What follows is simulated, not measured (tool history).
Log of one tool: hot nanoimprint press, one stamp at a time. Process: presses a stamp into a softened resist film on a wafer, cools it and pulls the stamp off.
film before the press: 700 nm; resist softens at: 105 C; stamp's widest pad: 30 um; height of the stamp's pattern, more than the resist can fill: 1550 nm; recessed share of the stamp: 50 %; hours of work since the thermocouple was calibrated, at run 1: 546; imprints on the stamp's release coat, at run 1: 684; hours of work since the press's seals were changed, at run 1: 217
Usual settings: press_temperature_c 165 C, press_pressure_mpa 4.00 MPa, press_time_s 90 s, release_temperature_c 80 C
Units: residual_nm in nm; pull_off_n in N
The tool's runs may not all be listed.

| run | hour | press_temperature_c | press_pressure_mpa | press_time_s | release_temperature_c | hours of work since the thermocouple was calibrated | imprints on the stamp's release coat | hours of work since the press's seals were changed | residual_nm | pull_off_n |
|---|---|---|---|---|---|---|---|---|---|---|
| 1 | 0.0 | 165 | 4.00 | 90 | 80 | 546 | 684 | 217 | 390.5 | 119 |
|  | 86.4 | plate thermocouple calibrated |
| 2 | 96.2 | 165 | 4.00 | 90 | 80 | 6 | 1056 | 275 | 389.6 | 122 |
| 3 | 143.0 | 165 | 4.00 | 90 | 80 | 35 | 1244 | 304 | 387.0 | 117 |
|  | 196.7 | stamp cleaned and given a new release coat |
| 4 | 228.1 | 165 | 4.00 | 90 | 80 | 85 | 126 | 354 | 389.9 | 119 |
| 5 | 297.0 | 165 | 4.00 | 90 | 82 | 128 | 401 | 397 | 390.0 | 112 |
| 6 | 368.8 | 165 | 4.00 | 105 | 80 | 173 | 688 | 442 | 371.6 | 124 |
| 7 | 421.3 | 165 | 4.00 | 52 | 80 | 206 | 898 | 475 | 453.1 | 122 |
| 8 | 490.2 | 165 | 4.00 | 52 | 80 | 249 | 1174 | 518 | 451.7 | 121 |
|  | 557.3 | stamp cleaned and given a new release coat |
| 9 | 581.4 | 165 | 4.00 | 90 | 80 | 302 | 96 | 571 | 389.6 | 119 |
| 10 | 628.5 | 156 | 4.12 | 72 | 80 | 332 | 284 | 600 | 571.1 | 120 |
| 11 | 715.1 | 156 | 4.00 | 90 | 87 | 386 | 631 | 655 | 555.9 | 101 |
| 12 | 790.3 | 160 | 4.00 | 160 | 80 | 433 | 931 | 702 | 416.0 | 119 |

Forecast run 13:
| 13 | 855.9 | 163 | 4.00 | 90 | 85 | 474 | 1194 | 743 | ? | ? |

Run 13 gave residual_nm 424.0 nm, pull_off_n 101 N.
Without the tool's hidden state the same run would have given residual_nm 424.5 nm, pull_off_n 101 N.
